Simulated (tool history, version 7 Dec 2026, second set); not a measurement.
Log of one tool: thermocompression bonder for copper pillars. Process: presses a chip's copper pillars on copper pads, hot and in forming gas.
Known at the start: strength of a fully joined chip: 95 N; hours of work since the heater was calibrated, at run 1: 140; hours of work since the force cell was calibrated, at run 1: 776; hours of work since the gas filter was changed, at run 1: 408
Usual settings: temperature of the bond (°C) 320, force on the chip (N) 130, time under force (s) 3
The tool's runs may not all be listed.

run	hour	temperature of the bond (°C)	force on the chip (N)	time under force (s)	hours of work since the heater was calibrated	hours of work since the force cell was calibrated	hours of work since the gas filter was changed	force that shears a chip off (N)
1	0.0	320	130	3	140	776	408	43.6
2	8.9	320	130	5	145	781	412	51.1
3	16.9	320	130	2	148	784	416	37.1
4	23.1	320	130	2	151	787	419	37.1
5	30.0	320	130	2	154	790	422	38.2
6	37.7	320	130	4	158	794	426	48.2
7	43.9	320	130	3	161	797	428	43.1
8	47.8	320	164	3	163	799	430	52.5
9	53.4	320	130	2	165	801	433	37.5
10	62.7	320	130	7	170	806	437	56.2
11	67.0	320	130	7	172	808	439	56.1
# hour 71.7: forming gas filter changed
12	75.7	320	79	3	176	812	2	29.3
13	84.1	320	125	2	180	815	6	39.1
14	92.5	320	165	5	183	819	10	64.9
15	99.0	327	156	2	186	822	13	52.3
16	107.4	320	186	3	190	826	17	62.0
17	115.1	349	79	6	194	830	20	54.7
18	122.1	326	130	2	197	833	23	43.1
19	127.1	326	130	2	200	836	26	43.6
20	135.8	318	153	2	204	840	30	44.7
21	145.2	318	153	2	208	844	34	45.3
22	153.5	309	123	8	212	848	38	54.1
23	161.7	300	125	3	216	852	42	35.0

Forecast each of these 5 alternatives for the next run:
A	167.0	329	124	3	218	854	44	?
B	167.0	320	160	2	218	854	44	?
C	167.0	320	130	2	218	854	44	?
D	167.0	320	85	3	218	854	44	?
E	167.0	320	130	2	218	854	44	?

run	force that shears a chip off (N)
A	50.2
B	48.4
C	40.7
D	31.6
E	41.0
Without the tool's hidden state the same runs would have given:
run	force that shears a chip off (N)
A	48.9
B	47.1
C	39.5
D	30.6
E	39.8

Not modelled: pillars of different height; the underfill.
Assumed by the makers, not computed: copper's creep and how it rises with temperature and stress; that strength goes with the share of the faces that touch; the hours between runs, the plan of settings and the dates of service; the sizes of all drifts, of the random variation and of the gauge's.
